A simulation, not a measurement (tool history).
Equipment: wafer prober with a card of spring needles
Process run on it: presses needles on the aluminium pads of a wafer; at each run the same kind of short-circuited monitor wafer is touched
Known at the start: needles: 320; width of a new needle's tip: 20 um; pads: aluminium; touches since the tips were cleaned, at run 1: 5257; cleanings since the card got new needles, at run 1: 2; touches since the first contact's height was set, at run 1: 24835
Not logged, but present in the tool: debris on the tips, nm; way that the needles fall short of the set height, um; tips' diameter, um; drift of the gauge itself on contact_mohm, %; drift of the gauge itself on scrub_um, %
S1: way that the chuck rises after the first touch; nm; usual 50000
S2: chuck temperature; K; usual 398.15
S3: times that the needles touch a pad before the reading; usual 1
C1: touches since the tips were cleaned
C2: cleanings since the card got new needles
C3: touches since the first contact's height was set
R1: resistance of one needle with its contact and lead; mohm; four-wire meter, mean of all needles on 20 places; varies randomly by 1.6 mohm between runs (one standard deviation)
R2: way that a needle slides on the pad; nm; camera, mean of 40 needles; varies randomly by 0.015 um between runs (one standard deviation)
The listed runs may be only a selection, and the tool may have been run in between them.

| run | day | S1 | S2 | S3 | C1 | C2 | C3 | R1 | R2 |
|---|---|---|---|---|---|---|---|---|---|
| 1 | 0 | 50000 | 398.15 | 1 | 5257 | 2 | 24835 | 149 | 7020 |
| 2 | 0.417 | 50000 | 398.15 | 1 | 6531 | 2 | 26109 | 149 | 7040 |
| 3 | 0.742 | 50000 | 398.15 | 1 | 7524 | 2 | 27102 | 148 | 7010 |
| 4 | 1.012 | 50000 | 398.15 | 1 | 8356 | 2 | 27934 | 148 | 7050 |
|  | 1.129 | tips cleaned on abrasive film |
| 5 | 1.371 | 50000 | 351.15 | 1 | 743 | 3 | 29013 | 140 | 7040 |
| 6 | 1.746 | 50000 | 351.15 | 1 | 1886 | 3 | 30156 | 142 | 7040 |
| 7 | 2.142 | 50000 | 351.15 | 1 | 3092 | 3 | 31362 | 142 | 7030 |
| 8 | 2.438 | 34000 | 351.15 | 1 | 3998 | 3 | 32268 | 150 | 4790 |
| 9 | 2.783 | 34000 | 351.15 | 1 | 5055 | 3 | 33325 | 150 | 4810 |
| 10 | 3.183 | 50000 | 398.15 | 1 | 6283 | 3 | 34553 | 144 | 7030 |
| 11 | 3.496 | 50000 | 398.15 | 1 | 7240 | 3 | 35510 | 153 | 7040 |
| 12 | 3.733 | 50000 | 398.15 | 1 | 7961 | 3 | 36231 | 146 | 7010 |
|  | 3.975 | tips cleaned on abrasive film |
| 13 | 4.025 | 50000 | 398.15 | 1 | 151 | 4 | 37110 | 148 | 7040 |
| 14 | 4.246 | 50000 | 398.15 | 1 | 819 | 4 | 37778 | 147 | 7010 |
| 15 | 4.492 | 33000 | 398.15 | 1 | 1581 | 4 | 38540 | 160 | 4640 |
| 16 | 4.938 | 33000 | 398.15 | 1 | 2944 | 4 | 39903 | 163 | 4620 |
| 17 | 5.275 | 33000 | 398.15 | 1 | 3970 | 4 | 40929 | 160 | 4640 |
| 18 | 5.642 | 50000 | 398.15 | 1 | 5096 | 4 | 42055 | 147 | 7030 |
| 19 | 5.9 | 34000 | 398.15 | 1 | 5879 | 4 | 42838 | 162 | 4810 |
| 20 | 6.3 | 35000 | 335.15 | 3 | 7105 | 4 | 44064 | 146 | 4930 |

Forecast run 21:
| 21 | 6.725 | 50000 | 349.15 | 1 | 8396 | 4 | 45355 | ? | ? |

{"run 21": {"R1": 140, "R2": 7050}}
Minus the tool's unlogged condition, the same run would have read R1 140 mohm, R2 7050 nm.
